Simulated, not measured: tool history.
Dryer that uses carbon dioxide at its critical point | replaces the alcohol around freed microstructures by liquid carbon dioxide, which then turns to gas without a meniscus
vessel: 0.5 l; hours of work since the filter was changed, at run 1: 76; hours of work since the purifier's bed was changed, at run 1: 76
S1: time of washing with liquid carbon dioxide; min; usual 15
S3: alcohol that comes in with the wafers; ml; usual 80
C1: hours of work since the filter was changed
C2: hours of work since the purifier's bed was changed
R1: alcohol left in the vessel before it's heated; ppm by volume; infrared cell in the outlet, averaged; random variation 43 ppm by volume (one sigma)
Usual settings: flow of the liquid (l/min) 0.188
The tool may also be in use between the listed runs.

run 1 hour=0.0 | S1=15 flow_of_the_liquid_(l/min)=0.188 S3=80 | C1=76 C2=76 | R1=3124
run 2 hour=6.6 | S1=15 flow_of_the_liquid_(l/min)=0.250 S3=80 | C1=78 C2=78 | R1=944
run 3 hour=15.1 | S1=15 flow_of_the_liquid_(l/min)=0.309 S3=80 | C1=81 C2=81 | R1=332
run 4 hour=22.0 | S1=15 flow_of_the_liquid_(l/min)=0.309 S3=80 | C1=83 C2=83 | R1=332
run 5 hour=29.8 | S1=15 flow_of_the_liquid_(l/min)=0.309 S3=80 | C1=85 C2=85 | R1=329
run 6 hour=38.5 | S1=10 flow_of_the_liquid_(l/min)=0.188 S3=80 | C1=88 C2=88 | R1=11819
run 7 hour=48.3 | S1=10 flow_of_the_liquid_(l/min)=0.188 S3=80 | C1=91 C2=91 | R1=11554
run 8 hour=53.9 | S1=15 flow_of_the_liquid_(l/min)=0.188 S3=67 | C1=93 C2=93 | R1=2648
run 9 hour=62.4 | S1=15 flow_of_the_liquid_(l/min)=0.188 S3=111 | C1=95 C2=95 | R1=4395
run 10 hour=69.2 | S1=15 flow_of_the_liquid_(l/min)=0.188 S3=111 | C1=98 C2=98 | R1=4329
run 11 hour=78.7 | S1=15 flow_of_the_liquid_(l/min)=0.188 S3=111 | C1=101 C2=101 | R1=4470
run 12 hour=84.8 | S1=15 flow_of_the_liquid_(l/min)=0.199 S3=80 | C1=102 C2=102 | R1=2591
run 13 hour=94.4 | S1=15 flow_of_the_liquid_(l/min)=0.188 S3=80 | C1=105 C2=105 | R1=3133
run 14 hour=99.7 | S1=15 flow_of_the_liquid_(l/min)=0.188 S3=80 | C1=107 C2=107 | R1=3175
run 15 hour=107.1 | S1=11 flow_of_the_liquid_(l/min)=0.188 S3=80 | C1=109 C2=109 | R1=8993
run 16 hour=113.4 | S1=11 flow_of_the_liquid_(l/min)=0.188 S3=80 | C1=111 C2=111 | R1=9170
run 17 hour=120.4 | S1=15 flow_of_the_liquid_(l/min)=0.138 S3=80 | C1=113 C2=113 | R1=8727
run 18 hour=130.0 | S1=15 flow_of_the_liquid_(l/min)=0.138 S3=80 | C1=116 C2=116 | R1=8675
run 19 hour=139.9 | S1=15 flow_of_the_liquid_(l/min)=0.138 S3=80 | C1=119 C2=119 | R1=8610
run 20 hour=149.5 | S1=10 flow_of_the_liquid_(l/min)=0.188 S3=80 | C1=122 C2=122 | R1=12071
run 21 hour=156.1 | S1=15 flow_of_the_liquid_(l/min)=0.188 S3=80 | C1=125 C2=125 | R1=3268
run 22 hour=161.4 | S1=15 flow_of_the_liquid_(l/min)=0.188 S3=80 | C1=126 C2=126 | R1=3260
run 23 hour=168.0 | S1=15 flow_of_the_liquid_(l/min)=0.188 S3=80 | C1=128 C2=128 | R1=3294
run 24 hour=177.9 | S1=15 flow_of_the_liquid_(l/min)=0.188 S3=80 | C1=131 C2=131 | R1=3254
run 25 hour=183.7 | S1=14 flow_of_the_liquid_(l/min)=0.255 S3=40 | C1=133 C2=133 | R1=665
run 26 hour=194.3 | S1=12 flow_of_the_liquid_(l/min)=0.122 S3=53 | C1=136 C2=136 | R1=13709
run 27 hour=203.6 | S1=12 flow_of_the_liquid_(l/min)=0.122 S3=53 | C1=139 C2=139 | R1=13452
run 28 hour=209.0 | S1=12 flow_of_the_liquid_(l/min)=0.122 S3=53 | C1=141 C2=141 | R1=13936
run 29 hour=217.6 | S1=15 flow_of_the_liquid_(l/min)=0.113 S3=80 | C1=144 C2=144 | R1=14095
run 30 hour=226.6 | S1=15 flow_of_the_liquid_(l/min)=0.178 S3=80 | C1=146 C2=146 | R1=3994
run 31 hour=237.3 | S1=15 flow_of_the_liquid_(l/min)=0.178 S3=80 | C1=150 C2=150 | R1=4057
run 32 hour=243.4 | S1=10 flow_of_the_liquid_(l/min)=0.188 S3=41 | C1=152 C2=152 | R1=6032
run 33 hour=252.9 | S1=10 flow_of_the_liquid_(l/min)=0.188 S3=41 | C1=154 C2=154 | R1=6431
run 34 hour=260.0 | S1=14 flow_of_the_liquid_(l/min)=0.119 S3=56 | C1=157 C2=157 | R1=10835
run 35 hour=269.3 | S1=13 flow_of_the_liquid_(l/min)=0.314 S3=24 | C1=160 C2=160 | R1=272
run 36 hour=275.8 | S1=17 flow_of_the_liquid_(l/min)=0.139 S3=80 | C1=162 C2=162 | R1=5919
run 37 hour=286.1 | S1=17 flow_of_the_liquid_(l/min)=0.139 S3=80 | C1=165 C2=165 | R1=6010
run 38 hour=292.4 | S1=17 flow_of_the_liquid_(l/min)=0.139 S3=80 | C1=167 C2=167 | R1=5924
run 39 hour=301.7 | S1=15 flow_of_the_liquid_(l/min)=0.188 S3=54 | C1=170 C2=170 | R1=2285
run 40 hour=311.6 | S1=15 flow_of_the_liquid_(l/min)=0.188 S3=54 | C1=173 C2=173 | R1=2331
run 41 hour=319.4 | S1=15 flow_of_the_liquid_(l/min)=0.188 S3=36 | C1=175 C2=175 | R1=1573
run 42 hour=325.3 | S1=12 flow_of_the_liquid_(l/min)=0.194 S3=30 | C1=177 C2=177 | R1=2551
run 43 hour=332.7 | S1=15 flow_of_the_liquid_(l/min)=0.190 S3=80 | C1=179 C2=179 | R1=3262
run 44 hour=339.7 | S1=21 flow_of_the_liquid_(l/min)=0.145 S3=30 | C1=181 C2=181 | R1=942
run 45 hour=344.1 | S1=22 flow_of_the_liquid_(l/min)=0.250 S3=51 | C1=183 C2=183 | R1=131
run 46 hour=353.5 | S1=22 flow_of_the_liquid_(l/min)=0.121 S3=51 | C1=186 C2=186 | R1=2467
run 47 hour=360.9 | S1=10 flow_of_the_liquid_(l/min)=0.200 S3=65 | C1=188 C2=188 | R1=8369

Forecast each of these 4 alternatives for the next run:
run A hour=370.0 | S1=18 flow_of_the_liquid_(l/min)=0.200 S3=51 | C1=191 C2=191 | R1=?
run B hour=370.0 | S1=15 flow_of_the_liquid_(l/min)=0.199 S3=80 | C1=191 C2=191 | R1=?
run C hour=370.0 | S1=10 flow_of_the_liquid_(l/min)=0.264 S3=22 | C1=191 C2=191 | R1=?
run D hour=370.0 | S1=10 flow_of_the_liquid_(l/min)=0.200 S3=26 | C1=191 C2=191 | R1=?

run=A R1=835
run=B R1=2750
run=C R1=1364
run=D R1=3501
Without the tool's hidden state the same runs would have given:
run=A R1=614
run=B R1=2242
run=C R1=1105
run=D R1=3044
